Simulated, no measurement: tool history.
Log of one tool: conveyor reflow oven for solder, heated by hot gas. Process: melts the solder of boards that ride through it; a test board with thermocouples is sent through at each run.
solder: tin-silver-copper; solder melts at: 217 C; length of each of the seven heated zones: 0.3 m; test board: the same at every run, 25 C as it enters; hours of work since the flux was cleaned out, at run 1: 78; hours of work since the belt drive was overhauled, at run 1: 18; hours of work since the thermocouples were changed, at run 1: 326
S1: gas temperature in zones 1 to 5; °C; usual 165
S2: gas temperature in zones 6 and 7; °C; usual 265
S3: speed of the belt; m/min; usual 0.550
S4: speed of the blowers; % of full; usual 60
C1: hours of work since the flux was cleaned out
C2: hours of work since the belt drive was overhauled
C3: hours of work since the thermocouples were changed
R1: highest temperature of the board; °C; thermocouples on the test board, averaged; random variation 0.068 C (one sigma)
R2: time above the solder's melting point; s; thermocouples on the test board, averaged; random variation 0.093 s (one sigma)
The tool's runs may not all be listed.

Run 1, hour 0.0: usual settings; C1 78; C2 18; C3 326. Result: R1 244.41 °C, R2 39.80 s.
Run 2, hour 12.8: usual settings; C1 84; C2 24; C3 332. Result: R1 244.28 °C, R2 39.78 s.
Run 3, hour 28.8: usual settings; C1 91; C2 31; C3 339. Result: R1 244.27 °C, R2 39.68 s.
Run 4, hour 46.8: usual settings; C1 99; C2 39; C3 347. Result: R1 244.27 °C, R2 39.81 s.
Run 5, hour 58.3: usual settings; C1 104; C2 44; C3 352. Result: R1 244.20 °C, R2 39.90 s.
Run 6, hour 68.4: usual settings; C1 109; C2 49; C3 357. Result: R1 244.30 °C, R2 39.51 s.
Run 7, hour 78.0: usual settings; C1 113; C2 53; C3 361. Result: R1 244.13 °C, R2 39.73 s.
Run 8, hour 88.6: usual settings but S1 175 °C; C1 118; C2 58; C3 366. Result: R1 246.31 °C, R2 44.36 s.
Run 9, hour 105.1: usual settings; C1 125; C2 65; C3 373. Result: R1 244.13 °C, R2 39.78 s.
Run 10, hour 115.3: usual settings but S2 276 °C; C1 130; C2 70; C3 378. Result: R1 253.44 °C, R2 46.32 s.
Run 11, hour 125.6: usual settings but S2 276 °C; C1 134; C2 74; C3 383. Result: R1 253.53 °C, R2 46.31 s.
Run 12, hour 140.4: usual settings but S2 276 °C; C1 141; C2 81; C3 389. Result: R1 253.51 °C, R2 46.34 s.
At hour 146.4: flux residue cleaned out of gas plates and filters.
Run 13, hour 162.2: usual settings but S2 276 °C; C1 7; C2 89; C3 397. Result: R1 252.95 °C, R2 46.11 s.
Run 14, hour 171.5: usual settings but S2 276 °C; C1 11; C2 93; C3 401. Result: R1 253.01 °C, R2 45.84 s.
Run 15, hour 179.6: usual settings but S2 276 °C; C1 15; C2 96; C3 404. Result: R1 252.98 °C, R2 45.93 s.
At hour 191.9: flux residue cleaned out of gas plates and filters, once more.
Run 16, hour 198.4: usual settings but S1 162 °C; C1 3; C2 102; C3 411. Result: R1 244.08 °C, R2 38.95 s.
Run 17, hour 210.8: usual settings but S1 162 °C; C1 8; C2 108; C3 416. Result: R1 244.11 °C, R2 39.17 s.
Run 18, hour 222.9: usual settings but S2 259 °C, S3 0.481 m/min, S4 66 % of full; C1 14; C2 113; C3 422. Result: R1 245.34 °C, R2 48.79 s.
Run 19, hour 231.5: usual settings but S2 259 °C, S3 0.481 m/min, S4 66 % of full; C1 18; C2 117; C3 425. Result: R1 245.27 °C, R2 48.61 s.
Run 20, hour 248.1: usual settings but S1 162 °C, S2 259 °C, S3 0.505 m/min, S4 66 % of full; C1 25; C2 125; C3 433. Result: R1 243.34 °C, R2 43.22 s.
Run 21, hour 260.9: usual settings but S1 155 °C, S2 259 °C, S3 0.505 m/min, S4 66 % of full; C1 31; C2 130; C3 439. Result: R1 242.16 °C, R2 40.34 s.
Run 22, hour 277.0: usual settings but S1 155 °C, S2 266 °C, S3 0.589 m/min, S4 66 % of full; C1 38; C2 138; C3 446. Result: R1 242.34 °C, R2 33.17 s.
Run 23, hour 294.1: usual settings but S1 155 °C, S2 262 °C, S3 0.593 m/min, S4 73 % of full; C1 46; C2 145; C3 453. Result: R1 240.54 °C, R2 32.08 s.
Run 24, hour 309.3: usual settings but S2 259 °C, S4 63 % of full; C1 52; C2 152; C3 460. Result: R1 240.24 °C, R2 36.75 s.
Run 25, hour 323.2: usual settings but S2 259 °C, S4 63 % of full; C1 59; C2 158; C3 466. Result: R1 240.31 °C, R2 36.82 s.
Run 26, hour 340.8: usual settings but S2 259 °C, S4 51 % of full; C1 67; C2 166; C3 474. Result: R1 236.56 °C, R2 32.14 s.
Run 27, hour 355.0: usual settings but S2 271 °C, S3 0.563 m/min, S4 51 % of full; C1 73; C2 173; C3 481. Result: R1 245.40 °C, R2 38.98 s.
Run 28, hour 373.2: usual settings but S2 271 °C, S3 0.563 m/min, S4 51 % of full; C1 81; C2 181; C3 489. Result: R1 245.50 °C, R2 38.94 s.
Run 29, hour 392.0: usual settings but S2 261 °C, S3 0.563 m/min, S4 51 % of full; C1 89; C2 189; C3 497. Result: R1 237.09 °C, R2 31.87 s.
Run 30, hour 407.3: usual settings but S2 261 °C, S3 0.563 m/min, S4 51 % of full; C1 96; C2 196; C3 504. Result: R1 237.28 °C, R2 31.59 s.
Run 31, hour 418.8: usual settings but S2 274 °C; C1 101; C2 201; C3 509. Result: R1 252.03 °C, R2 45.41 s.
Run 32, hour 435.0: usual settings but S1 164 °C, S2 257 °C, S3 0.634 m/min, S4 57 % of full; C1 109; C2 208; C3 516. Result: R1 230.83 °C, R2 21.04 s.

3 ways to go on from here, each from the tool as it stands after run 32. What would each give?
Run A, hour 446.1: usual settings but S1 163 °C, S2 277 °C; C1 114; C2 213; C3 521. Result: R1 ?, R2 ?.
Run B, hour 446.1: usual settings but S1 176 °C, S2 263 °C, S3 0.634 m/min, S4 57 % of full; C1 114; C2 213; C3 521. Result: R1 ?, R2 ?.
Run C, hour 446.1: usual settings but S1 168 °C, S2 258 °C, S3 0.538 m/min; C1 114; C2 213; C3 521. Result: R1 ?, R2 ?.

run      R1     R2
  A  254.01  46.14
  B  238.72  31.75
  C  239.73  38.03
Without the tool's hidden state the same runs would have given:
run      R1     R2
  A  254.59  46.44
  B  239.27  32.28
  C  240.18  38.51
